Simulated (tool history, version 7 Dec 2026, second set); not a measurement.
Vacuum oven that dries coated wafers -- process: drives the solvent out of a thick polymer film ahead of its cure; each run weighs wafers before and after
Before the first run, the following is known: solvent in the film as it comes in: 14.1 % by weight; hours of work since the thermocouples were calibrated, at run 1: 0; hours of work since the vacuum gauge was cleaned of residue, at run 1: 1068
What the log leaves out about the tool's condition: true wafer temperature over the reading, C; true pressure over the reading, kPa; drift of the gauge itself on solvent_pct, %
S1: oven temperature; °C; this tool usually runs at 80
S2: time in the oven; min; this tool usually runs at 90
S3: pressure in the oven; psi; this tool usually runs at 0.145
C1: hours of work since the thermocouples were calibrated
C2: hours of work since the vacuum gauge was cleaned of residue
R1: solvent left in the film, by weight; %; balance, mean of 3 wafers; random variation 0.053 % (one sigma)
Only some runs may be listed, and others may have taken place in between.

run	hour	S1	S2	S3	C1	C2	R1
1	0.0	80	90	0.145	0	1068	1.78
2	77.5	80	90	0.145	42	1110	1.77
3	138.1	80	90	0.145	75	1142	1.78
4	223.0	80	90	0.145	120	1188	1.69
5	277.7	80	90	0.145	150	1218	1.75
6	335.0	80	66	0.145	181	1248	2.63
7	386.9	80	90	0.145	209	1276	1.73
8	435.2	80	90	0.145	235	1303	1.70
9	505.2	75	90	0.145	273	1340	2.59
10	577.4	75	90	0.145	312	1379	2.69
11	653.3	75	90	0.145	353	1420	2.80
12	764.1	75	90	0.145	412	1480	2.73
13	859.8	73	90	0.145	464	1532	3.07
14	937.5	73	90	0.145	506	1574	3.27
15	1006.6	80	87	0.145	543	1611	1.84
16	1113.6	80	87	0.145	601	1669	1.84
17	1197.8	80	87	0.145	646	1714	1.84
18	1266.5	80	87	0.145	683	1751	1.89
19	1380.8	80	48	0.145	745	1813	3.73
20	1436.7	69	90	0.145	775	1843	4.20
21	1485.4	80	90	0.145	802	1869	1.69
22	1581.0	80	90	0.145	853	1921	1.72
23	1641.1	80	90	0.145	886	1953	1.89
24	1700.4	80	90	0.248	918	1985	2.33
25	1748.8	80	90	0.248	944	2011	2.30
# hour 1821.5: oven's thermocouples calibrated
26	1824.7	80	63	0.145	2	2051	2.83
27	1885.4	80	63	0.145	34	2084	2.75
28	1975.3	80	63	0.129	83	2133	2.61
29	2026.7	80	85	0.129	111	2160	1.83
30	2130.8	80	85	0.129	167	2216	1.80
31	2191.7	80	85	0.129	200	2249	1.73
32	2278.0	75	94	0.125	246	2296	2.53
33	2337.4	83	45	0.215	278	2328	3.46
34	2437.6	83	45	0.215	332	2382	3.56
35	2515.2	68	136	0.170	374	2424	3.17
36	2584.7	87	136	0.145	412	2461	0.62
37	2631.7	87	136	0.145	437	2487	0.72
38	2711.4	72	125	0.164	480	2530	2.44
39	2797.4	92	88	0.164	527	2576	0.68
40	2864.9	92	88	0.164	563	2613	0.78
41	2914.4	67	67	0.162	590	2639	6.02
42	2993.9	70	47	0.141	633	2682	6.44
43	3054.3	70	47	0.141	665	2715	6.36
44	3154.6	78	57	0.109	719	2769	3.40
45	3245.8	78	57	0.109	769	2818	3.36
46	3358.1	78	57	0.109	829	2879	3.31
# hour 3426.2: vacuum gauge cleaned of residue and calibrated
47	3460.8	78	57	0.109	884	19	3.36

Hidden condition of the tool, last listed run before each entry between runs versus first listed run after:
From run 25 to run 26: oven's thermocouples calibrated (hour 1821.5)
  true wafer temperature over the reading, C: -0.03 -> 0.01
From run 46 to run 47: vacuum gauge cleaned of residue and calibrated (hour 3426.2)
  true pressure over the reading, kPa: 0.032 -> 0

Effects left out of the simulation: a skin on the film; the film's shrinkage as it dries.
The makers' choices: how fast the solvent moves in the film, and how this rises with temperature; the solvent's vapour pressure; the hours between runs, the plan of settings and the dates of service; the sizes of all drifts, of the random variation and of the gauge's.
